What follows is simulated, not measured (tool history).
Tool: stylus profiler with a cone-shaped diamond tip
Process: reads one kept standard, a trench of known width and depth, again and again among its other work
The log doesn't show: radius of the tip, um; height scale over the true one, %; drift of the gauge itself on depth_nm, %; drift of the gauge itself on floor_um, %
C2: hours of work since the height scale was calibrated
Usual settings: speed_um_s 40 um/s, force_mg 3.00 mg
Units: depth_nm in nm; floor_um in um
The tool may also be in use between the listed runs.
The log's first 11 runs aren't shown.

Run 12, hour 194.1: usual settings but force_mg 2.24 mg; scans with this tip 6128; C2 524. Result: depth_nm 1011.92 nm, floor_um 24.13 um.
Run 13, hour 208.3: usual settings but speed_um_s 26 um/s; scans with this tip 6239; C2 533. Result: depth_nm 1013.78 nm, floor_um 24.20 um.
Run 14, hour 220.9: usual settings but speed_um_s 62 um/s; scans with this tip 6337; C2 542. Result: depth_nm 1013.36 nm, floor_um 23.97 um.
Run 15, hour 238.6: usual settings but force_mg 2.30 mg; scans with this tip 6476; C2 554. Result: depth_nm 1011.84 nm, floor_um 23.94 um.
Run 16, hour 250.8: usual settings but speed_um_s 53 um/s, force_mg 6.44 mg; scans with this tip 6571; C2 562. Result: depth_nm 1020.96 nm, floor_um 24.04 um.
Run 17, hour 268.9: usual settings but speed_um_s 53 um/s, force_mg 6.44 mg; scans with this tip 6714; C2 574. Result: depth_nm 1021.28 nm, floor_um 24.02 um.
Run 18, hour 292.5: usual settings but speed_um_s 53 um/s, force_mg 6.44 mg; scans with this tip 6898; C2 590. Result: depth_nm 1021.07 nm, floor_um 24.00 um.
Run 19, hour 310.4: usual settings but speed_um_s 61 um/s, force_mg 5.39 mg; scans with this tip 7039; C2 602. Result: depth_nm 1019.56 nm, floor_um 23.89 um.
Run 20, hour 323.9: usual settings but speed_um_s 43 um/s, force_mg 2.84 mg; scans with this tip 7144; C2 611. Result: depth_nm 1013.16 nm, floor_um 23.90 um.
Run 21, hour 344.6: usual settings but speed_um_s 43 um/s, force_mg 2.84 mg; scans with this tip 7306; C2 625. Result: depth_nm 1014.00 nm, floor_um 23.83 um.
Run 22, hour 369.0: usual settings but force_mg 3.30 mg; scans with this tip 7497; C2 641. Result: depth_nm 1015.22 nm, floor_um 23.84 um.
Run 23, hour 381.2: usual settings but speed_um_s 19 um/s, force_mg 5.13 mg; scans with this tip 7593; C2 649. Result: depth_nm 1019.20 nm, floor_um 23.97 um.
Run 24, hour 393.8: usual settings but speed_um_s 25 um/s, force_mg 4.72 mg; scans with this tip 7692; C2 658. Result: depth_nm 1017.85 nm, floor_um 23.90 um.
Run 25, hour 404.7: usual settings but speed_um_s 10 um/s, force_mg 3.23 mg; scans with this tip 7777; C2 665. Result: depth_nm 1014.76 nm, floor_um 23.96 um.
Run 26, hour 428.8: usual settings but speed_um_s 18 um/s, force_mg 5.60 mg; scans with this tip 7966; C2 681. Result: depth_nm 1020.51 nm, floor_um 23.85 um.
Run 27, hour 454.9: usual settings but speed_um_s 18 um/s, force_mg 5.60 mg; scans with this tip 8171; C2 699. Result: depth_nm 1020.10 nm, floor_um 23.83 um.
Run 28, hour 471.2: usual settings but speed_um_s 15 um/s, force_mg 6.74 mg; scans with this tip 8299; C2 710. Result: depth_nm 1022.69 nm, floor_um 23.81 um.
Run 29, hour 490.6: usual settings but force_mg 3.21 mg; scans with this tip 8450; C2 723. Result: depth_nm 1015.09 nm, floor_um 23.59 um.
Run 30, hour 514.7: usual settings but force_mg 3.21 mg; scans with this tip 8639; C2 739. Result: depth_nm 1015.12 nm, floor_um 23.56 um.

Forecast each of these 4 alternatives for the next run:
Run A, hour 526.3: usual settings but force_mg 1.90 mg; scans with this tip 8730; C2 746. Result: depth_nm ?, floor_um ?.
Run B, hour 526.3: usual settings but speed_um_s 28 um/s, force_mg 1.36 mg; scans with this tip 8730; C2 746. Result: depth_nm ?, floor_um ?.
Run C, hour 526.3: usual settings but speed_um_s 18 um/s, force_mg 2.60 mg; scans with this tip 8730; C2 746. Result: depth_nm ?, floor_um ?.
Run D, hour 526.3: usual settings but force_mg 1.19 mg; scans with this tip 8730; C2 746. Result: depth_nm ?, floor_um ?.

run  depth_nm  floor_um
  A   1011.82     23.48
  B   1010.21     23.53
  C   1013.44     23.71
  D   1009.62     23.39
Without the tool's hidden state the same runs would have given:
run  depth_nm  floor_um
  A   1008.03     25.72
  B   1006.42     25.77
  C   1009.63     25.95
  D   1005.83     25.63

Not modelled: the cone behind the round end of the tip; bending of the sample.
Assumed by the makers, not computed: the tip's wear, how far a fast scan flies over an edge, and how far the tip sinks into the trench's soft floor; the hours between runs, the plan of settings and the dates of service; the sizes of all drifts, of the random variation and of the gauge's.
